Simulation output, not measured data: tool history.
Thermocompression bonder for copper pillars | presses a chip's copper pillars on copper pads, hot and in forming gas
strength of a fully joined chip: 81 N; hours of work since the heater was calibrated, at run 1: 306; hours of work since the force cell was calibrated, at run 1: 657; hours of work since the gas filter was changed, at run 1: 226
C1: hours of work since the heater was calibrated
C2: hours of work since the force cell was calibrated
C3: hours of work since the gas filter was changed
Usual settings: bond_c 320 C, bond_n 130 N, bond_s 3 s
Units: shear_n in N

run 1 hour=0.0 | bond_c=320 bond_n=130 bond_s=3 | C1=306 C2=657 C3=226 | shear_n=46.9
run 2 hour=9.6 | bond_c=320 bond_n=130 bond_s=3 | C1=313 C2=664 C3=232 | shear_n=46.2
run 3 hour=16.3 | bond_c=320 bond_n=130 bond_s=3 | C1=317 C2=669 C3=237 | shear_n=46.7
run 4 hour=27.4 | bond_c=320 bond_n=130 bond_s=3 | C1=325 C2=677 C3=245 | shear_n=46.3
run 5 hour=33.1 | bond_c=320 bond_n=130 bond_s=3 | C1=329 C2=681 C3=249 | shear_n=47.0
run 6 hour=41.7 | bond_c=320 bond_n=130 bond_s=3 | C1=335 C2=687 C3=255 | shear_n=46.8
run 7 hour=52.4 | bond_c=320 bond_n=130 bond_s=3 | C1=343 C2=695 C3=263 | shear_n=47.1
run 8 hour=58.8 | bond_c=320 bond_n=130 bond_s=7 | C1=348 C2=699 C3=267 | shear_n=59.5
run 9 hour=66.8 | bond_c=309 bond_n=130 bond_s=3 | C1=353 C2=705 C3=273 | shear_n=42.8
run 10 hour=74.3 | bond_c=309 bond_n=130 bond_s=3 | C1=359 C2=710 C3=278 | shear_n=42.7
run 11 hour=83.5 | bond_c=320 bond_n=130 bond_s=2 | C1=365 C2=717 C3=285 | shear_n=41.2
run 12 hour=92.7 | bond_c=320 bond_n=130 bond_s=2 | C1=372 C2=723 C3=292 | shear_n=41.0
run 13 hour=99.8 | bond_c=320 bond_n=130 bond_s=2 | C1=377 C2=728 C3=297 | shear_n=40.8
run 14 hour=109.0 | bond_c=320 bond_n=130 bond_s=2 | C1=383 C2=735 C3=303 | shear_n=40.8
run 15 hour=116.8 | bond_c=320 bond_n=130 bond_s=2 | C1=389 C2=741 C3=309 | shear_n=40.7
run 16 hour=128.6 | bond_c=320 bond_n=130 bond_s=2 | C1=397 C2=749 C3=317 | shear_n=41.2
run 17 hour=136.2 | bond_c=320 bond_n=130 bond_s=2 | C1=403 C2=754 C3=323 | shear_n=40.9
run 18 hour=141.7 | bond_c=304 bond_n=130 bond_s=2 | C1=407 C2=758 C3=326 | shear_n=35.4
run 19 hour=151.9 | bond_c=304 bond_n=130 bond_s=2 | C1=414 C2=766 C3=334 | shear_n=35.7
run 20 hour=159.1 | bond_c=304 bond_n=130 bond_s=2 | C1=419 C2=771 C3=339 | shear_n=35.5
run 21 hour=170.6 | bond_c=345 bond_n=101 bond_s=3 | C1=427 C2=779 C3=347 | shear_n=47.4
run 22 hour=179.3 | bond_c=345 bond_n=101 bond_s=3 | C1=433 C2=785 C3=353 | shear_n=47.5
run 23 hour=187.3 | bond_c=345 bond_n=101 bond_s=3 | C1=439 C2=791 C3=359 | shear_n=47.3
run 24 hour=197.0 | bond_c=315 bond_n=152 bond_s=3 | C1=446 C2=798 C3=366 | shear_n=50.0
run 25 hour=202.7 | bond_c=315 bond_n=152 bond_s=3 | C1=450 C2=802 C3=370 | shear_n=50.2
run 26 hour=214.4 | bond_c=315 bond_n=152 bond_s=3 | C1=458 C2=810 C3=378 | shear_n=49.6
run 27 hour=224.9 | bond_c=337 bond_n=172 bond_s=5 | C1=466 C2=817 C3=386 | shear_n=68.1
run 28 hour=235.2 | bond_c=337 bond_n=172 bond_s=5 | C1=473 C2=825 C3=393 | shear_n=68.0
run 29 hour=242.3 | bond_c=301 bond_n=117 bond_s=3 | C1=478 C2=830 C3=398 | shear_n=36.5
run 30 hour=247.3 | bond_c=301 bond_n=95 bond_s=3 | C1=482 C2=833 C3=402 | shear_n=31.3
run 31 hour=253.3 | bond_c=320 bond_n=98 bond_s=3 | C1=486 C2=838 C3=406 | shear_n=37.9
run 32 hour=260.5 | bond_c=320 bond_n=98 bond_s=3 | C1=491 C2=843 C3=411 | shear_n=38.0
run 33 hour=269.0 | bond_c=310 bond_n=192 bond_s=4 | C1=497 C2=849 C3=417 | shear_n=59.9
run 34 hour=278.6 | bond_c=310 bond_n=193 bond_s=2 | C1=504 C2=856 C3=424 | shear_n=49.9
-- hour=285.1 forming gas filter changed
run 35 hour=289.2 | bond_c=312 bond_n=91 bond_s=3 | C1=511 C2=863 C3=3 | shear_n=33.6
run 36 hour=296.2 | bond_c=322 bond_n=179 bond_s=3 | C1=516 C2=868 C3=8 | shear_n=57.9
run 37 hour=304.0 | bond_c=322 bond_n=179 bond_s=3 | C1=522 C2=873 C3=13 | shear_n=57.9
run 38 hour=311.0 | bond_c=322 bond_n=179 bond_s=3 | C1=527 C2=878 C3=18 | shear_n=57.8
run 39 hour=321.9 | bond_c=340 bond_n=95 bond_s=3 | C1=534 C2=886 C3=26 | shear_n=43.6
run 40 hour=327.7 | bond_c=320 bond_n=95 bond_s=3 | C1=538 C2=890 C3=30 | shear_n=37.2

Forecast each of these 4 alternatives for the next run:
run A hour=333.4 | bond_c=316 bond_n=130 bond_s=3 | C1=543 C2=894 C3=34 | shear_n=?
run B hour=333.4 | bond_c=314 bond_n=96 bond_s=2 | C1=543 C2=894 C3=34 | shear_n=?
run C hour=333.4 | bond_c=329 bond_n=94 bond_s=7 | C1=543 C2=894 C3=34 | shear_n=?
run D hour=333.4 | bond_c=329 bond_n=95 bond_s=3 | C1=543 C2=894 C3=34 | shear_n=?

run=A shear_n=45.7
run=B shear_n=30.1
run=C shear_n=51.9
run=D shear_n=39.9
Without the tool's hidden state the same runs would have given:
run=A shear_n=45.6
run=B shear_n=30.0
run=C shear_n=51.9
run=D shear_n=39.8
